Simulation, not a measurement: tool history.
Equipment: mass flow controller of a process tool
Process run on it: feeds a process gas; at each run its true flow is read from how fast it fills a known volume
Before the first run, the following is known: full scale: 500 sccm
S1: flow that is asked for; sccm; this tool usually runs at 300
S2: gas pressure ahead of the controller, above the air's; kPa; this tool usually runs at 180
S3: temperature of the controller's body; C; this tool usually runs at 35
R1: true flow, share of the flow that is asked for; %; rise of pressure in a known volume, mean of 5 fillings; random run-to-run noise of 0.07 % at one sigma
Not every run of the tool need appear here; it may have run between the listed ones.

Run 1, hour 0.0: usual settings. Result: R1 96.61 %.
Run 2, hour 161.8: usual settings but S1 80 sccm. Result: R1 92.70 %.
Run 3, hour 263.0: usual settings but S1 80 sccm. Result: R1 92.59 %.
Run 4, hour 486.6: usual settings but S1 80 sccm. Result: R1 92.51 %.
Run 5, hour 691.7: usual settings but S2 236 kPa. Result: R1 96.48 %.
Run 6, hour 818.4: usual settings but S1 56 sccm. Result: R1 90.43 %.
Run 7, hour 1055.2: usual settings but S1 60 sccm. Result: R1 90.77 %.
Run 8, hour 1202.9: usual settings but S1 60 sccm. Result: R1 90.61 %.
Run 9, hour 1362.5: usual settings but S1 60 sccm. Result: R1 90.56 %.
Run 10, hour 1561.4: usual settings but S1 149 sccm, S2 218 kPa. Result: R1 94.11 %.
Run 11, hour 1683.2: usual settings but S1 53 sccm, S2 204 kPa, S3 26 C. Result: R1 90.25 %.
Run 12, hour 1800.4: usual settings but S1 53 sccm, S2 204 kPa, S3 26 C. Result: R1 90.28 %.
Run 13, hour 1979.0: usual settings but S1 62 sccm, S2 204 kPa, S3 36 C. Result: R1 90.35 %.
Run 14, hour 2136.9: usual settings but S1 462 sccm, S2 204 kPa, S3 22 C. Result: R1 98.34 %.
Run 15, hour 2241.9: usual settings but S1 63 sccm, S2 204 kPa, S3 22 C. Result: R1 91.37 %.
Run 16, hour 2374.8: usual settings but S1 63 sccm, S2 204 kPa, S3 22 C. Result: R1 91.17 %.
Run 17, hour 2485.4: usual settings but S1 166 sccm, S2 231 kPa, S3 38 C. Result: R1 94.15 %.

Predict each of these 5 candidate next runs independently; none follows another, all start after run 17:
Run A, hour 2674.8: usual settings but S1 104 sccm, S3 21 C. Result: R1 ?.
Run B, hour 2674.8: usual settings but S1 172 sccm, S2 193 kPa, S3 20 C. Result: R1 ?.
Run C, hour 2674.8: usual settings but S1 166 sccm, S2 234 kPa, S3 37 C. Result: R1 ?.
Run D, hour 2674.8: usual settings but S1 61 sccm, S2 219 kPa, S3 29 C. Result: R1 ?.
Run E, hour 2674.8: usual settings but S1 215 sccm, S2 209 kPa, S3 36 C. Result: R1 ?.

run     R1
  A  93.56
  B  95.57
  C  94.12
  D  90.31
  E  94.82
With the hidden condition removed and each run's random variation left untouched, the same runs would have given:
run     R1
  A  98.07
  B  98.67
  C  97.30
  D  97.32
  E  97.49
